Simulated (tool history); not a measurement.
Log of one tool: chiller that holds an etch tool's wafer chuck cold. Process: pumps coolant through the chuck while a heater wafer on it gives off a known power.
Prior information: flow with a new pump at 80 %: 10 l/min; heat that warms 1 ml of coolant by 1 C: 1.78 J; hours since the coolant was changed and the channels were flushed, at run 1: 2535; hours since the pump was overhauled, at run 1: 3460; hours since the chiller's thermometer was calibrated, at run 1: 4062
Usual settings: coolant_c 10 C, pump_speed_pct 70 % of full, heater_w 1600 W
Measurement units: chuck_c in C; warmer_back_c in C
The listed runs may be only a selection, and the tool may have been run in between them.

run	day	coolant_c	pump_speed_pct	heater_w	hours since the coolant was changed and the channels were flushed	hours since the pump was overhauled	hours since the chiller's thermometer was calibrated	chuck_c	warmer_back_c
1	0.000	10	70	1600	2535	3460	4062	28.4	6.58
2	1.850	10	70	1600	2579	3504	4107	28.2	6.59
3	4.192	10	70	2265	2635	3561	4163	36.1	9.30
4	6.112	10	70	2265	2681	3607	4209	36.0	9.25
5	8.471	10	70	2265	2738	3663	4265	36.0	9.34
6	11.875	10	70	2174	2820	3745	4347	35.0	8.93
7	13.608	10	70	2174	2861	3787	4389	34.9	8.97
8	16.538	10	70	947	2931	3857	4459	20.8	3.89
9	18.846	10	70	947	2987	3912	4514	20.7	3.93
10	21.050	10	70	947	3040	3965	4567	20.8	3.94
11	23.254	10	70	947	3093	4018	4620	20.6	3.95
12	26.933	10	70	947	3181	4106	4709	20.8	3.87
13	30.221	10	70	947	3260	4185	4787	20.7	3.88
14	32.700	10	70	947	3319	4245	4847	20.8	3.94
15	35.771	10	70	1091	3393	4319	4921	22.6	4.56
# day 36.154: coolant pump overhauled
16	39.096	3	71	1019	3468	71	4995	14.7	4.28
17	40.750	3	71	1019	3508	110	5035	14.8	4.31
18	44.300	19	72	1600	3593	195	5120	37.7	6.60
19	46.683	19	72	1600	3650	253	5178	37.7	6.60
# day 47.192: chiller's thermometer calibrated
20	48.304	19	72	1600	3688	291	27	38.3	6.62
21	51.629	0	81	1294	3768	370	106	13.9	4.75
22	53.950	10	70	1050	3823	426	162	22.8	4.51
23	55.838	10	70	1050	3869	471	207	22.9	4.47
# day 59.029: coolant pump overhauled, once more
24	59.688	6	80	1737	3956	16	295	23.4	5.82
25	61.962	6	80	1737	4011	70	349	23.2	5.78
26	64.446	19	62	1600	4070	130	409	39.1	6.95
27	67.738	19	62	1600	4149	209	488	39.4	6.94
28	69.950	19	62	1600	4202	262	541	39.2	6.97

Predict each of these 4 candidate next runs independently; none follows another, all start after run 28:
A	72.821	20	62	1527	4271	331	610	?	?
B	72.821	3	67	1600	4271	331	610	?	?
C	72.821	10	62	1498	4271	331	610	?	?
D	72.821	10	70	1811	4271	331	610	?	?

run	chuck_c	warmer_back_c
A	39.5	6.57
B	21.9	6.43
C	29.0	6.47
D	30.5	6.89
What these runs would have given with no unlogged condition in the tool:
run	chuck_c	warmer_back_c
A	37.7	6.60
B	20.1	6.46
C	27.2	6.50
D	28.6	6.92

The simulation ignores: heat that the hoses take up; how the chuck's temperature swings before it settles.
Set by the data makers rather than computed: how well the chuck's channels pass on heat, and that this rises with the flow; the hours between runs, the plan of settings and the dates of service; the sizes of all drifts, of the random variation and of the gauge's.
